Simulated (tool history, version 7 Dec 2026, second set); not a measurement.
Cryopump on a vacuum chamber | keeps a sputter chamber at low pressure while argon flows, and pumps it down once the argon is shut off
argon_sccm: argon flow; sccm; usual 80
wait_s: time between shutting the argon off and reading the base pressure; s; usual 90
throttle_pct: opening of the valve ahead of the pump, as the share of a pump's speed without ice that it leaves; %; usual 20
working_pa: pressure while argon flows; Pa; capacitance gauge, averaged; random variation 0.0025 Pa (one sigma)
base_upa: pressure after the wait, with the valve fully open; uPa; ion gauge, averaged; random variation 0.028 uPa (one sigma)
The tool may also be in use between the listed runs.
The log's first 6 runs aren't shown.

| run | hour | argon_sccm | wait_s | throttle_pct | working_pa | base_upa |
|---|---|---|---|---|---|---|
| 7 | 210.9 | 80 | 90 | 20 | 0.6245 | 1.93 |
| 8 | 249.8 | 80 | 90 | 20 | 0.6226 | 2.03 |
| 9 | 289.4 | 80 | 90 | 20 | 0.6278 | 2.02 |
| 10 | 311.6 | 80 | 90 | 20 | 0.6258 | 2.05 |
| 11 | 331.3 | 41 | 90 | 20 | 0.3213 | 2.11 |
| 12 | 367.2 | 80 | 60 | 20 | 0.6267 | 2.59 |
| 13 | 409 | 80 | 60 | 20 | 0.6257 | 2.48 |
| 14 | 429.2 | 80 | 60 | 20 | 0.6331 | 2.61 |
| 15 | 472.5 | 80 | 90 | 20 | 0.6301 | 2.13 |
| 16 | 502 | 80 | 90 | 20 | 0.6311 | 2.11 |
| 17 | 530.2 | 80 | 90 | 20 | 0.6319 | 2.18 |
| 18 | 577.2 | 55 | 90 | 39 | 0.2306 | 2.24 |
| 19 | 602.1 | 80 | 26 | 52 | 0.2576 | 4.8 |
| 20 | 632.4 | 123 | 266 | 16 | 1.2149 | 1.62 |
| 21 | 672 | 95 | 266 | 16 | 0.9323 | 1.64 |
| 22 | 696.7 | 95 | 266 | 16 | 0.9366 | 1.69 |
| 23 | 723.9 | 48 | 90 | 18 | 0.4241 | 2.33 |
| 24 | 769.6 | 48 | 90 | 18 | 0.4223 | 2.45 |
| 25 | 791.4 | 48 | 90 | 18 | 0.4233 | 2.5 |
| 26 | 817.1 | 129 | 218 | 20 | 1.0447 | 1.89 |
| 27 | 856 | 129 | 218 | 20 | 1.0348 | 1.86 |
| 28 | 888 | 129 | 218 | 20 | 1.0365 | 1.91 |
| 29 | 907.1 | 117 | 243 | 43 | 0.465 | 1.86 |

The next listed run, before its measurement:
| 30 | 936.8 | 33 | 27 | 43 | ? | ? |

{"run 30": {"working_pa": 0.1317, "base_upa": 4.88}}
Without the tool's hidden state the same run would have given working_pa 0.1177 Pa, base_upa 3.58 uPa.
